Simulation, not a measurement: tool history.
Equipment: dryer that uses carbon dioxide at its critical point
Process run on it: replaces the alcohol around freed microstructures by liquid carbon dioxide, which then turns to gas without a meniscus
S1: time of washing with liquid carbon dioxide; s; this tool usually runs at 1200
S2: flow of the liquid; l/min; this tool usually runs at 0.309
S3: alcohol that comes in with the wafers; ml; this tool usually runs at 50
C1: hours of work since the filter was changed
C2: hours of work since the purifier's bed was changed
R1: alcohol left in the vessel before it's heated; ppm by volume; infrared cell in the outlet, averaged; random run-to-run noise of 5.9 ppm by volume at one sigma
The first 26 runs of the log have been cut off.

Run 27, day 8.046: usual settings but S3 37 ml; C1 281; C2 266. Result: R1 317 ppm by volume.
Run 28, day 8.412: usual settings but S1 1920 s, S2 0.245 l/min, S3 80 ml; C1 285; C2 270. Result: R1 211 ppm by volume.
At day 8.492: inlet filter changed.
Run 29, day 8.704: usual settings but S1 1080 s, S2 0.250 l/min; C1 2; C2 273. Result: R1 958 ppm by volume.
Run 30, day 9.121: usual settings but S1 900 s, S2 0.250 l/min; C1 7; C2 278. Result: R1 1857 ppm by volume.
Run 31, day 9.383: usual settings but S2 0.522 l/min, S3 116 ml; C1 10; C2 280. Result: R1 38 ppm by volume.
Run 32, day 9.704: usual settings but S1 960 s, S2 0.449 l/min, S3 21 ml; C1 14; C2 284. Result: R1 56 ppm by volume.
Run 33, day 9.996: usual settings but S1 780 s, S3 42 ml; C1 17; C2 287. Result: R1 1210 ppm by volume.
Run 34, day 10.317: usual settings but S1 1560 s, S2 0.206 l/min, S3 20 ml; C1 20; C2 291. Result: R1 212 ppm by volume.
Run 35, day 10.558: usual settings but S2 0.226 l/min, S3 20 ml; C1 23; C2 294. Result: R1 423 ppm by volume.
Run 36, day 10.988: usual settings but S1 1320 s, S2 0.421 l/min, S3 109 ml; C1 28; C2 298. Result: R1 51 ppm by volume.
Run 37, day 11.238: usual settings but S1 1320 s, S2 0.421 l/min, S3 109 ml; C1 31; C2 301. Result: R1 52 ppm by volume.
Run 38, day 11.542: usual settings but S1 1800 s, S2 0.374 l/min, S3 39 ml; C1 34; C2 305. Result: R1 31 ppm by volume.
Run 39, day 11.862: usual settings but S1 1740 s, S2 0.244 l/min, S3 35 ml; C1 38; C2 308. Result: R1 105 ppm by volume.
Run 40, day 12.229: usual settings but S1 720 s, S2 0.329 l/min, S3 31 ml; C1 42; C2 312. Result: R1 977 ppm by volume.
Run 41, day 12.508: usual settings but S2 0.513 l/min; C1 45; C2 315. Result: R1 34 ppm by volume.
Run 42, day 12.696: usual settings but S1 960 s, S2 0.513 l/min, S3 32 ml; C1 47; C2 318. Result: R1 56 ppm by volume.
Run 43, day 12.983: usual settings but S1 900 s, S2 0.432 l/min, S3 39 ml; C1 50; C2 321. Result: R1 153 ppm by volume.
Run 44, day 13.325: usual settings but S1 1500 s, S2 0.469 l/min, S3 21 ml; C1 54; C2 325. Result: R1 35 ppm by volume.
Run 45, day 13.717: usual settings but S1 1320 s, S3 120 ml; C1 59; C2 329. Result: R1 350 ppm by volume.
Run 46, day 14.108: usual settings but S1 780 s, S2 0.220 l/min, S3 102 ml; C1 63; C2 333. Result: R1 9103 ppm by volume.

Below are 5 alternative next runs, each starting from the tool's condition after run 46. Predict each:
Run A, day 14.479: usual settings but S1 780 s, S2 0.308 l/min, S3 57 ml; C1 67; C2 337. Result: R1 ?.
Run B, day 14.479: usual settings but S1 1860 s, S2 0.435 l/min, S3 69 ml; C1 67; C2 337. Result: R1 ?.
Run C, day 14.479: usual settings but S2 0.305 l/min, S3 36 ml; C1 67; C2 337. Result: R1 ?.
Run D, day 14.479: usual settings but S1 780 s, S2 0.220 l/min, S3 38 ml; C1 67; C2 337. Result: R1 ?.
Run E, day 14.479: usual settings but S1 1020 s, S2 0.371 l/min, S3 117 ml; C1 67; C2 337. Result: R1 ?.

run    R1
  A  1839
  B    32
  C   217
  D  3407
  E   505
Stripped of hidden state, with their random variation kept, the same runs would have yielded:
run    R1
  A  1616
  B     7
  C   163
  D  3120
  E   401
